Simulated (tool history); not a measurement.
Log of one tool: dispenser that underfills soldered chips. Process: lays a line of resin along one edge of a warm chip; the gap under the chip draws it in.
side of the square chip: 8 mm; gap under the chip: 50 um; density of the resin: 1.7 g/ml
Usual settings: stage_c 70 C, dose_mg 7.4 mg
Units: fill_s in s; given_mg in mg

Run 1, hour 0: usual settings. Result: fill_s 121.7 s, given_mg 7.2 mg.
At hour 5.4: new syringe of resin.
Run 2, hour 12.8: usual settings. Result: fill_s 129.6 s, given_mg 7.15 mg.
At hour 16.2: new syringe of resin.
Run 3, hour 18.6: usual settings but dose_mg 9 mg. Result: fill_s 113.6 s, given_mg 8.74 mg.
Run 4, hour 24.7: usual settings but dose_mg 9 mg. Result: fill_s 129.4 s, given_mg 8.71 mg.
At hour 26.7: new syringe of resin.
Run 5, hour 33.5: usual settings but stage_c 61 C. Result: fill_s 186.6 s, given_mg 7.13 mg.
At hour 37.7: new syringe of resin.
Run 6, hour 42.9: usual settings but stage_c 61 C. Result: fill_s 184.2 s, given_mg 7.12 mg.
At hour 48.2: new syringe of resin.
Run 7, hour 52.9: usual settings but dose_mg 6.66 mg. Result: fill_s 126.8 s, given_mg 6.38 mg.
At hour 58.7: new syringe of resin.
At hour 59.7: dispensing valve cleaned and set on the balance.
Run 8, hour 66.7: usual settings but dose_mg 9.24 mg. Result: fill_s 121.4 s, given_mg 9.19 mg.
At hour 70.5: new syringe of resin.
Run 9, hour 77.7: usual settings but stage_c 73 C. Result: fill_s 111.9 s, given_mg 7.38 mg.
At hour 81.1: new syringe of resin.
Run 10, hour 87.7: usual settings. Result: fill_s 125.5 s, given_mg 7.35 mg.
At hour 91.9: new syringe of resin.
Run 11, hour 93.3: usual settings. Result: fill_s 112.6 s, given_mg 7.34 mg.
Run 12, hour 99.6: usual settings but stage_c 68 C, dose_mg 7.83 mg. Result: fill_s 136.2 s, given_mg 7.74 mg.
At hour 102.2: new syringe of resin.
Run 13, hour 110.9: usual settings but stage_c 82 C, dose_mg 7.58 mg. Result: fill_s 79.6 s, given_mg 7.48 mg.
At hour 113.3: new syringe of resin.
Run 14, hour 116.6: usual settings but stage_c 82 C, dose_mg 7.58 mg. Result: fill_s 71.6 s, given_mg 7.45 mg.
At hour 124.4: new syringe of resin.
Run 15, hour 129.2: usual settings but stage_c 82 C, dose_mg 7.58 mg. Result: fill_s 74.9 s, given_mg 7.44 mg.
At hour 135.1: new syringe of resin.
Run 16, hour 137.8: usual settings but dose_mg 6.41 mg. Result: fill_s 121.4 s, given_mg 6.28 mg.
At hour 145.9: new syringe of resin.
Run 17, hour 150.2: usual settings but stage_c 71 C, dose_mg 9.12 mg. Result: fill_s 111.7 s, given_mg 8.86 mg.
At hour 156.3: new syringe of resin.
Run 18, hour 160.9: usual settings but stage_c 71 C, dose_mg 9.12 mg. Result: fill_s 109.6 s, given_mg 8.9 mg.
At hour 166.8: new syringe of resin.
Run 19, hour 172.4: usual settings but stage_c 59 C. Result: fill_s 195.1 s, given_mg 7.16 mg.
At hour 177.6: new syringe of resin.
Run 20, hour 180.3: usual settings but stage_c 63 C, dose_mg 8.99 mg. Result: fill_s 148.3 s, given_mg 8.73 mg.
Run 21, hour 186.6: usual settings but stage_c 83 C, dose_mg 7.67 mg. Result: fill_s 78.7 s, given_mg 7.37 mg.
At hour 187.9: new syringe of resin.
Run 22, hour 196.7: usual settings but stage_c 63 C, dose_mg 7.6 mg. Result: fill_s 172.2 s, given_mg 7.3 mg.

4 ways to go on from here, each from the tool as it stands after run 22. What would each give?
At hour 198.4: new syringe of resin.
Run A, hour 202.5: usual settings but stage_c 67 C, dose_mg 7.89 mg. Result: fill_s ?, given_mg ?.
At hour 198.4: new syringe of resin.
Run B, hour 202.5: usual settings but stage_c 63 C, dose_mg 6.51 mg. Result: fill_s ?, given_mg ?.
At hour 198.4: new syringe of resin.
Run C, hour 202.5: usual settings but stage_c 56 C, dose_mg 6.54 mg. Result: fill_s ?, given_mg ?.
At hour 198.4: new syringe of resin.
Run D, hour 202.5: usual settings but stage_c 80 C, dose_mg 7.34 mg. Result: fill_s ?, given_mg ?.

run  fill_s  given_mg
  A   130.4      7.58
  B   165.1      6.26
  C   218.3      6.28
  D    76.5      7.01
Without the tool's hidden state the same runs would have given:
run  fill_s  given_mg
  A   123.7      7.88
  B   155.3      6.51
  C   205.6      6.53
  D    72.2       7.3
